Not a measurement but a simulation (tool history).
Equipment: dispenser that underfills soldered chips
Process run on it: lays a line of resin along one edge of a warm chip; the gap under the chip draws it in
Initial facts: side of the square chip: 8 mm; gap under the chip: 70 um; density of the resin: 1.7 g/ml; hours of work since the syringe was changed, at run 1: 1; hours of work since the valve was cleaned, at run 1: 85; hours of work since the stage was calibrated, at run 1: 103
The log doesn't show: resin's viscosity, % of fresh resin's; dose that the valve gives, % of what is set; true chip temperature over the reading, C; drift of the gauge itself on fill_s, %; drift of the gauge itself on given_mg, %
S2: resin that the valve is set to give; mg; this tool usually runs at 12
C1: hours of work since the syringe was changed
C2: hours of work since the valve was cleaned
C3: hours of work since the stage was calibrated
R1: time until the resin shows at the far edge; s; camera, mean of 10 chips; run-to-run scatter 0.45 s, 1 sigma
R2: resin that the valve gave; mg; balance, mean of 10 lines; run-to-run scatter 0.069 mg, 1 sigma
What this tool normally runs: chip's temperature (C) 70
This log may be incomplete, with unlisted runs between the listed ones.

run 1 hour=0 | chip's_temperature_(C)=70 S2=12 | C1=1 C2=85 C3=103 | R1=36.5 R2=10.93
run 2 hour=4.5 | chip's_temperature_(C)=70 S2=12 | C1=4 C2=88 C3=106 | R1=43.6 R2=11
run 3 hour=7.9 | chip's_temperature_(C)=85 S2=12 | C1=6 C2=91 C3=108 | R1=24.5 R2=10.93
-- hour=8.6 new syringe of resin
run 4 hour=12.3 | chip's_temperature_(C)=85 S2=12 | C1=2 C2=93 C3=111 | R1=20.5 R2=10.93
run 5 hour=15.7 | chip's_temperature_(C)=85 S2=12 | C1=5 C2=96 C3=113 | R1=23 R2=10.98
-- hour=18.3 new syringe of resin
run 6 hour=21.7 | chip's_temperature_(C)=85 S2=12 | C1=2 C2=99 C3=117 | R1=19.7 R2=10.96
run 7 hour=26 | chip's_temperature_(C)=85 S2=12 | C1=5 C2=102 C3=120 | R1=23.2 R2=10.8
-- hour=28 new syringe of resin
run 8 hour=29.2 | chip's_temperature_(C)=85 S2=12 | C1=1 C2=104 C3=122 | R1=18.4 R2=10.94
run 9 hour=34.5 | chip's_temperature_(C)=70 S2=12 | C1=4 C2=108 C3=125 | R1=44.6 R2=10.89
-- hour=37.6 new syringe of resin
run 10 hour=39 | chip's_temperature_(C)=81 S2=12 | C1=1 C2=111 C3=128 | R1=22.3 R2=10.73
run 11 hour=44.1 | chip's_temperature_(C)=81 S2=12 | C1=4 C2=114 C3=131 | R1=27.5 R2=10.79
run 12 hour=46.6 | chip's_temperature_(C)=81 S2=12 | C1=6 C2=116 C3=133 | R1=29.6 R2=10.76
-- hour=47.5 new syringe of resin
run 13 hour=52.3 | chip's_temperature_(C)=81 S2=12 | C1=3 C2=119 C3=137 | R1=25.1 R2=10.53
run 14 hour=55.5 | chip's_temperature_(C)=78 S2=12 | C1=5 C2=121 C3=139 | R1=33.2 R2=10.59
-- hour=57.3 new syringe of resin
run 15 hour=60.5 | chip's_temperature_(C)=70 S2=12 | C1=2 C2=125 C3=142 | R1=40.3 R2=10.52
run 16 hour=63.3 | chip's_temperature_(C)=70 S2=12 | C1=4 C2=126 C3=144 | R1=43.5 R2=10.6
-- hour=67.4 new syringe of resin
run 17 hour=69.4 | chip's_temperature_(C)=70 S2=13 | C1=1 C2=130 C3=148 | R1=38.6 R2=11.37
run 18 hour=73.6 | chip's_temperature_(C)=81 S2=13 | C1=4 C2=133 C3=150 | R1=26 R2=11.39
-- hour=77.3 new syringe of resin
run 19 hour=78.2 | chip's_temperature_(C)=81 S2=13 | C1=1 C2=136 C3=153 | R1=22.4 R2=11.35
run 20 hour=80.8 | chip's_temperature_(C)=79 S2=12 | C1=2 C2=138 C3=155 | R1=27.1 R2=10.48
-- hour=83.4 dispensing valve cleaned and set on the balance
run 21 hour=86.1 | chip's_temperature_(C)=76 S2=12 | C1=5 C2=2 C3=158 | R1=34.8 R2=12.07
-- hour=88.3 new syringe of resin
run 22 hour=92.2 | chip's_temperature_(C)=78 S2=14.6 | C1=3 C2=6 C3=162 | R1=27.4 R2=14.43
run 23 hour=95.4 | chip's_temperature_(C)=79 S2=14.6 | C1=5 C2=8 C3=164 | R1=29.6 R2=14.51
-- hour=98.2 new syringe of resin
run 24 hour=101.5 | chip's_temperature_(C)=70 S2=13.2 | C1=2 C2=12 C3=168 | R1=40 R2=13.12
run 25 hour=106 | chip's_temperature_(C)=70 S2=13.2 | C1=5 C2=15 C3=171 | R1=46.6 R2=12.96
-- hour=108.1 new syringe of resin
run 26 hour=108.7 | chip's_temperature_(C)=56 S2=11.8 | C1=0 C2=16 C3=172 | R1=77.1 R2=11.61
run 27 hour=112.6 | chip's_temperature_(C)=56 S2=11.8 | C1=3 C2=19 C3=175 | R1=86.3 R2=11.68
-- hour=117.8 new syringe of resin
run 28 hour=117.8 | chip's_temperature_(C)=73 S2=10.5 | C1=0 C2=22 C3=178 | R1=32.5 R2=10.38
run 29 hour=123.5 | chip's_temperature_(C)=73 S2=10.5 | C1=4 C2=26 C3=182 | R1=39.2 R2=10.31
run 30 hour=126.4 | chip's_temperature_(C)=73 S2=10.5 | C1=6 C2=28 C3=184 | R1=43.7 R2=10.2
-- hour=127.7 new syringe of resin
run 31 hour=129.2 | chip's_temperature_(C)=85 S2=11.6 | C1=1 C2=30 C3=186 | R1=19.5 R2=11.34
run 32 hour=132.3 | chip's_temperature_(C)=60 S2=11.6 | C1=3 C2=32 C3=188 | R1=72 R2=11.25
run 33 hour=137 | chip's_temperature_(C)=60 S2=11.6 | C1=6 C2=35 C3=191 | R1=83 R2=11.32
-- hour=137.8 new syringe of resin
run 34 hour=142.6 | chip's_temperature_(C)=60 S2=11.6 | C1=3 C2=38 C3=194 | R1=71.9 R2=11.14
run 35 hour=146.7 | chip's_temperature_(C)=60 S2=14.5 | C1=6 C2=41 C3=197 | R1=79.9 R2=14.07

Forecast each of these 4 alternatives for the next run:
-- hour=147.5 new syringe of resin
run A hour=152 | chip's_temperature_(C)=81 S2=10.6 | C1=3 C2=44 C3=201 | R1=? R2=?
-- hour=147.5 new syringe of resin
run B hour=152 | chip's_temperature_(C)=79 S2=14.2 | C1=3 C2=44 C3=201 | R1=? R2=?
-- hour=147.5 new syringe of resin
run C hour=152 | chip's_temperature_(C)=60 S2=10.9 | C1=3 C2=44 C3=201 | R1=? R2=?
-- hour=147.5 new syringe of resin
run D hour=152 | chip's_temperature_(C)=70 S2=14.1 | C1=3 C2=44 C3=201 | R1=? R2=?

run=A R1=25.8 R2=10.11
run=B R1=27.1 R2=13.67
run=C R1=70.4 R2=10.46
run=D R1=41.7 R2=13.6
What these runs would have given with no unlogged condition in the tool:
run=A R1=20.9 R2=10.54
run=B R1=22.1 R2=14.25
run=C R1=56.6 R2=10.9
run=D R1=33.9 R2=14.17
